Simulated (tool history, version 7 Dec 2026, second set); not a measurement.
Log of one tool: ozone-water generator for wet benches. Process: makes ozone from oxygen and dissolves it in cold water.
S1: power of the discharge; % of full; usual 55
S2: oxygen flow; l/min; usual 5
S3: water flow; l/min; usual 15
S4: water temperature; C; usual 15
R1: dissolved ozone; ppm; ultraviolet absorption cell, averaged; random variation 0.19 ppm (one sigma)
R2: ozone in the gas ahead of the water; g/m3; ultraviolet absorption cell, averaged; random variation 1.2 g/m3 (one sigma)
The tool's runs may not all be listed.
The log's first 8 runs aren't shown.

run	day	S1	S2	S3	S4	R1	R2
9	30.517	55	5	15	15	24.2	212.6
10	33.75	55	5	15	15	24.3	211
11	38.938	55	5	15	15	24.3	210.9
12	41.808	55	5	18	15	20.1	211.2
13	47.054	55	5	18	15	20.4	210.4
14	51.833	55	5	18	15	20.2	209.6
15	55.533	77	5	15	15	30.6	269
16	59.075	77	5	15	15	30.8	269.7
# day 59.562: water thermometer calibrated
17	61.658	55	5	15	15	24	209.4
18	67.138	62	4.41	22	21	15.9	238.1
19	71.675	55	6.1	15	15	24.4	195.5
20	75.158	76	6.1	16	15	29.5	245.3
21	80.333	55	2.6	24	15	11.9	261
22	83.288	55	2.82	11	8	30.2	250.1
23	86.112	55	2.82	11	8	29.9	251.8
24	89.304	55	2.82	11	8	30.2	251.4
# day 90.608: water thermometer calibrated, once more
25	92.429	55	2.82	11	8	30.4	251.1
26	95.158	55	2.82	11	8	30.2	253.1
27	100.217	55	4.17	15	15	22.4	219
28	105.538	61	4.05	18	9	21.4	237.2
29	108.929	51	4.05	18	18	17	211.9
30	111.225	55	4.56	20	15	17.3	212.4
31	116.371	88	3.53	11	7	44.8	325.1

The next listed run, before its measurement:
32	121.025	43	3.53	17	8	?	?

Run 32 gave R1 17.1 ppm, R2 192.1 g/m3.
Without the tool's hidden state the same run would have given R1 19.7 ppm, R2 205.5 g/m3.

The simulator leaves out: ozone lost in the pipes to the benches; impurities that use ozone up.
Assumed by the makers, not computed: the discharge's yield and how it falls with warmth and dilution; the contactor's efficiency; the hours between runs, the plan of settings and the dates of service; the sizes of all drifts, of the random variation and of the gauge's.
